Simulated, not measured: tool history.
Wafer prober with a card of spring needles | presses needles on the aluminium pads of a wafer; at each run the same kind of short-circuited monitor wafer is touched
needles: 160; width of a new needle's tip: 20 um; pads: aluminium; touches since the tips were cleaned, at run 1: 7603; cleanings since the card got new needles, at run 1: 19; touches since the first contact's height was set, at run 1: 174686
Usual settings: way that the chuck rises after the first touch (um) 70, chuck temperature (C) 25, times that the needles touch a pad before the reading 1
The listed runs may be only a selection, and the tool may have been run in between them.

run	day	way that the chuck rises after the first touch (um)	chuck temperature (C)	times that the needles touch a pad before the reading	touches since the tips were cleaned	cleanings since the card got new needles	touches since the first contact's height was set	resistance of one needle with its contact and lead (mohm)	way that a needle slides on the pad (um)
1	0.000	70	25	1	7603	19	174686	178	12.42
# day 0.221: tips cleaned on abrasive film
# day 1.321: tips cleaned on abrasive film
# day 2.404: tips cleaned on abrasive film
2	3.262	70	57	1	7666	22	203636	181	12.52
# day 3.475: tips cleaned on abrasive film
# day 3.933: height of the first contact set anew
# day 4.579: tips cleaned on abrasive film
# day 5.475: tips cleaned on abrasive film
3	5.625	70	57	1	1363	25	15000	184	12.38
# day 6.475: tips cleaned on abrasive film
# day 7.562: tips cleaned on abrasive film
# day 8.642: tips cleaned on abrasive film
# day 9.533: tips cleaned on abrasive film
4	9.588	70	25	1	455	29	50105	179	12.52
# day 10.479: tips cleaned on abrasive film
# day 11.371: tips cleaned on abrasive film
# day 12.262: tips cleaned on abrasive film
# day 13.333: tips cleaned on abrasive film
5	13.662	70	25	1	2949	33	86244	174	12.49
# day 14.283: tips cleaned on abrasive film
# day 15.175: tips cleaned on abrasive film
# day 16.250: tips cleaned on abrasive film
# day 17.329: tips cleaned on abrasive film
6	17.883	70	25	1	4912	37	123653	176	12.44
# day 18.279: tips cleaned on abrasive film
# day 19.312: tips cleaned on abrasive film
# day 20.400: tips cleaned on abrasive film
# day 21.496: tips cleaned on abrasive film
7	21.558	70	25	1	534	41	156223	177	12.59
# day 22.425: tips cleaned on abrasive film
# day 23.317: tips cleaned on abrasive film
8	24.112	70	25	1	7073	43	178902	175	12.48
# day 24.338: tips cleaned on abrasive film
# day 25.454: tips cleaned on abrasive film
9	26.117	59	37	2	5911	45	196672	182	10.60
# day 26.567: tips cleaned on abrasive film
# day 27.633: tips cleaned on abrasive film
# day 27.646: height of the first contact set anew
10	28.025	74	25	1	3363	47	3363	177	13.27
# day 28.696: tips cleaned on abrasive film
# day 29.717: tips cleaned on abrasive film
# day 30.783: tips cleaned on abrasive film
11	30.904	74	25	3	1069	50	28898	175	13.21
# day 31.746: tips cleaned on abrasive film
# day 32.858: tips cleaned on abrasive film
# day 33.967: tips cleaned on abrasive film
12	34.283	53	25	1	2838	53	58877	183	9.53
# day 34.954: tips cleaned on abrasive film
# day 36.012: tips cleaned on abrasive film
# day 36.904: tips cleaned on abrasive film
# day 37.962: tips cleaned on abrasive film
13	38.025	83	25	1	550	57	92027	173	14.80
# day 38.858: tips cleaned on abrasive film
# day 39.750: tips cleaned on abrasive film
# day 40.821: tips cleaned on abrasive film
14	41.646	83	25	1	7340	60	124147	172	14.87

3 ways to go on from here, each from the tool as it stands after run 14. What would each give?
# day 41.858: tips cleaned on abrasive film
# day 42.750: tips cleaned on abrasive film
A	43.450	73	29	2	6250	62	140140	?	?
# day 41.858: tips cleaned on abrasive film
# day 42.750: tips cleaned on abrasive film
B	43.450	62	49	2	6250	62	140140	?	?
# day 41.858: tips cleaned on abrasive film
# day 42.750: tips cleaned on abrasive film
C	43.450	70	39	1	6250	62	140140	?	?

run	resistance of one needle with its contact and lead (mohm)	way that a needle slides on the pad (um)
A	177	13.10
B	189	11.06
C	180	12.48
With the hidden condition removed and each run's random variation left untouched, the same runs would have given:
run	resistance of one needle with its contact and lead (mohm)	way that a needle slides on the pad (um)
A	177	12.98
B	188	10.96
C	179	12.36
